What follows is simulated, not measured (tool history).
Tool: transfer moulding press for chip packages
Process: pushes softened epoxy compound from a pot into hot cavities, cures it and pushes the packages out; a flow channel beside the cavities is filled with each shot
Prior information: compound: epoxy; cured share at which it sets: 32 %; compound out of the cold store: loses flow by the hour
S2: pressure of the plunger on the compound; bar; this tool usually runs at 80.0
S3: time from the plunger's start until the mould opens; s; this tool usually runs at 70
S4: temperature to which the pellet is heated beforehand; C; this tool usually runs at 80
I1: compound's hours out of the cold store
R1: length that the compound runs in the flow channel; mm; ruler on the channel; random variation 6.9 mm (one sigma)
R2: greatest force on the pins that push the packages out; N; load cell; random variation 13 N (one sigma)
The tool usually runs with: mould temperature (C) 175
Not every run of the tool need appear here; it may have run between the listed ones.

{"run": 1, "day": 0.0, "mould temperature (C)": 175, "S2": 80.0, "S3": 70, "S4": 80, "I1": 40.1, "R1": 771, "R2": 810}
{"run": 2, "day": 0.304, "mould temperature (C)": 175, "S2": 80.0, "S3": 70, "S4": 80, "I1": 40.5, "R1": 767, "R2": 898}
{"day": 0.421, "done": "cavities cleaned with cleaning compound and waxed"}
{"day": 0.929, "done": "plunger's sealing rings changed"}
{"run": 3, "day": 0.983, "mould temperature (C)": 175, "S2": 80.0, "S3": 70, "S4": 80, "I1": 43.2, "R1": 795, "R2": 725}
{"run": 4, "day": 1.329, "mould temperature (C)": 175, "S2": 80.0, "S3": 75, "S4": 80, "I1": 8.9, "R1": 978, "R2": 741}
{"run": 5, "day": 1.675, "mould temperature (C)": 175, "S2": 80.0, "S3": 70, "S4": 80, "I1": 28.5, "R1": 874, "R2": 816}
{"run": 6, "day": 2.012, "mould temperature (C)": 175, "S2": 80.0, "S3": 70, "S4": 80, "I1": 26.7, "R1": 884, "R2": 869}
{"day": 2.475, "done": "cavities cleaned with cleaning compound and waxed"}
{"run": 7, "day": 2.525, "mould temperature (C)": 175, "S2": 80.0, "S3": 70, "S4": 80, "I1": 21.2, "R1": 903, "R2": 658}
{"run": 8, "day": 2.842, "mould temperature (C)": 175, "S2": 80.0, "S3": 70, "S4": 80, "I1": 42.7, "R1": 790, "R2": 669}
{"run": 9, "day": 3.217, "mould temperature (C)": 175, "S2": 80.0, "S3": 70, "S4": 80, "I1": 46.0, "R1": 782, "R2": 703}
{"run": 10, "day": 3.679, "mould temperature (C)": 175, "S2": 80.0, "S3": 52, "S4": 80, "I1": 17.2, "R1": 930, "R2": 1898}
{"run": 11, "day": 4.05, "mould temperature (C)": 175, "S2": 92.1, "S3": 110, "S4": 80, "I1": 10.5, "R1": 1031, "R2": 519}
{"run": 12, "day": 4.317, "mould temperature (C)": 175, "S2": 74.1, "S3": 97, "S4": 84, "I1": 26.8, "R1": 828, "R2": 583}
{"day": 4.425, "done": "cavities cleaned with cleaning compound and waxed"}
{"run": 13, "day": 4.712, "mould temperature (C)": 175, "S2": 74.1, "S3": 89, "S4": 84, "I1": 21.8, "R1": 866, "R2": 458}
{"run": 14, "day": 5.238, "mould temperature (C)": 179, "S2": 63.3, "S3": 63, "S4": 83, "I1": 27.5, "R1": 754, "R2": 773}
{"run": 15, "day": 5.646, "mould temperature (C)": 181, "S2": 80.0, "S3": 70, "S4": 72, "I1": 11.8, "R1": 944, "R2": 661}
{"run": 16, "day": 5.875, "mould temperature (C)": 181, "S2": 80.0, "S3": 53, "S4": 73, "I1": 29.1, "R1": 847, "R2": 1397}
{"run": 17, "day": 6.208, "mould temperature (C)": 181, "S2": 80.0, "S3": 53, "S4": 73, "I1": 19.6, "R1": 895, "R2": 1480}

Branching from run 17: 4 alternative next runs. What would each branch give?
{"day": 6.383, "done": "cavities cleaned with cleaning compound and waxed"}
{"run": "A", "day": 6.542, "mould temperature (C)": 175, "S2": 73.0, "S3": 70, "S4": 80, "I1": 45.5, "R1": "?", "R2": "?"}
{"day": 6.383, "done": "cavities cleaned with cleaning compound and waxed"}
{"run": "B", "day": 6.542, "mould temperature (C)": 181, "S2": 65.4, "S3": 53, "S4": 73, "I1": 44.8, "R1": "?", "R2": "?"}
{"day": 6.383, "done": "cavities cleaned with cleaning compound and waxed"}
{"run": "C", "day": 6.542, "mould temperature (C)": 175, "S2": 80.0, "S3": 53, "S4": 76, "I1": 10.1, "R1": "?", "R2": "?"}
{"day": 6.383, "done": "cavities cleaned with cleaning compound and waxed"}
{"run": "D", "day": 6.542, "mould temperature (C)": 175, "S2": 80.0, "S3": 78, "S4": 80, "I1": 30.3, "R1": "?", "R2": "?"}

run=A R1=734 R2=658
run=B R1=688 R2=1068
run=C R1=961 R2=1583
run=D R1=847 R2=540
With no hidden state in the tool, these same runs would have given:
run=A R1=751 R2=619
run=B R1=704 R2=1005
run=C R1=983 R2=1489
run=D R1=867 R2=508
